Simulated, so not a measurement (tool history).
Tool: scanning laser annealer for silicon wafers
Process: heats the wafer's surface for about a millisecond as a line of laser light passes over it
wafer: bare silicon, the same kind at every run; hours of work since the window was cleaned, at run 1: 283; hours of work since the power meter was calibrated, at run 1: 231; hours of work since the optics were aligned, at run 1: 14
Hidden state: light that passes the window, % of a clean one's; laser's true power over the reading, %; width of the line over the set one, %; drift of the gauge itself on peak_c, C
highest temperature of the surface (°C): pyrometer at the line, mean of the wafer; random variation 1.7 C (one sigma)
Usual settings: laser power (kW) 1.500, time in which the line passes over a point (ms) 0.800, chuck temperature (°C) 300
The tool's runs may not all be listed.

run    hour  laser power (kW)  time in which the line passes over a point (ms)  chuck temperature (°C)  hours of work since the window was cleaned  hours of work since the power meter was calibrated  hours of work since the optics were aligned  highest temperature of the surface (°C)
  1     0.0             1.500                                            0.800                     300                                         283                                                 231                                           14                                     1122
  2    41.1             1.500                                            0.800                     300                                         304                                                 252                                           35                                     1120
  3    86.9             1.500                                            0.620                     300                                         327                                                 275                                           59                                     1020
  4   139.2             1.500                                            0.620                     300                                         354                                                 302                                           86                                     1020
  5   187.6             1.500                                            0.620                     300                                         379                                                 327                                          111                                     1020
  6   239.9             1.500                                            0.620                     300                                         406                                                 354                                          138                                     1018
  7   270.0             1.500                                            0.620                     300                                         422                                                 370                                          153                                     1018
  8   317.9             1.500                                            0.800                     297                                         446                                                 394                                          178                                     1119
  9   350.2             1.500                                            0.800                     300                                         463                                                 411                                          194                                     1121
 10   401.0             1.500                                            0.800                     300                                         489                                                 437                                          221                                     1121
 11   445.9             1.500                                            0.800                     300                                         512                                                 460                                          244                                     1118
 12   490.2             1.500                                            0.800                     300                                         535                                                 483                                          267                                     1122
 13   517.0             1.500                                            0.800                     300                                         549                                                 497                                          280                                     1120
 14   574.1             1.500                                            0.800                     300                                         578                                                 526                                          310                                     1118
 15   608.3             1.500                                            0.800                     300                                         596                                                 544                                          327                                     1120
 16   636.0             1.500                                            0.800                     300                                         610                                                 558                                          342                                     1122
 17   664.5             1.500                                            0.800                     300                                         625                                                 573                                          356                                     1123
 18   693.1             1.500                                            0.800                     318                                         640                                                 588                                          371                                     1141
 19   725.7             1.500                                            0.800                     318                                         656                                                 604                                          388                                     1137
 20   760.7             1.460                                            0.800                     300                                         674                                                 622                                          406                                     1097
 21   808.8             1.619                                            0.800                     300                                         699                                                 647                                          431                                     1191
 22   840.7             1.619                                            0.800                     300                                         716                                                 664                                          447                                     1190
 23   868.4             1.536                                            0.800                     270                                         730                                                 678                                          461                                     1110
 24   926.4             1.536                                            0.800                     270                                         760                                                 708                                          491                                     1112
 25   955.3             1.548                                            0.755                     286                                         775                                                 723                                          506                                     1110
      968.5  -- window over the wafer cleaned
 26   990.8             1.548                                            0.755                     286                                          11                                                 740                                          523                                     1108
 27  1028.2             1.548                                            0.940                     286                                          31                                                 759                                          543                                     1210
 28  1060.2             1.548                                            0.940                     286                                          47                                                 776                                          559                                     1211
 29  1089.9             1.318                                            0.805                     262                                          62                                                 791                                          574                                      978
 30  1124.9             1.318                                            0.805                     262                                          81                                                 809                                          592                                      978
 31  1160.9             1.318                                            0.805                     262                                          99                                                 827                                          611                                      977
 32  1191.7             1.318                                            0.805                     262                                         115                                                 843                                          627                                      978
 33  1231.8             1.349                                            0.620                     296                                         136                                                 864                                          648                                      935
 34  1258.2             1.494                                            0.596                     300                                         149                                                 878                                          661                                     1000
 35  1305.9             1.467                                            0.756                     322                                         174                                                 902                                          686                                     1103
 36  1333.2             1.537                                            0.800                     272                                         188                                                 916                                          700                                     1115
 37  1372.8             1.537                                            0.800                     272                                         208                                                 937                                          720                                     1117
 38  1423.3             1.537                                            0.800                     272                                         234                                                 963                                          746                                     1114

3 ways to go on from here, each from the tool as it stands after run 38. What would each give?
  A  1477.2             1.371                                            0.800                     314                                         262                                                 990                                          774                                        ?
  B  1477.2             1.517                                            0.775                     279                                         262                                                 990                                          774                                        ?
  C  1477.2             1.312                                            0.800                     286                                         262                                                 990                                          774                                        ?

run  highest temperature of the surface (°C)
  A                                     1060
  B                                     1097
  C                                      997
Without the tool's hidden state the same runs would have given:
run  highest temperature of the surface (°C)
  A                                     1060
  B                                     1097
  C                                      997
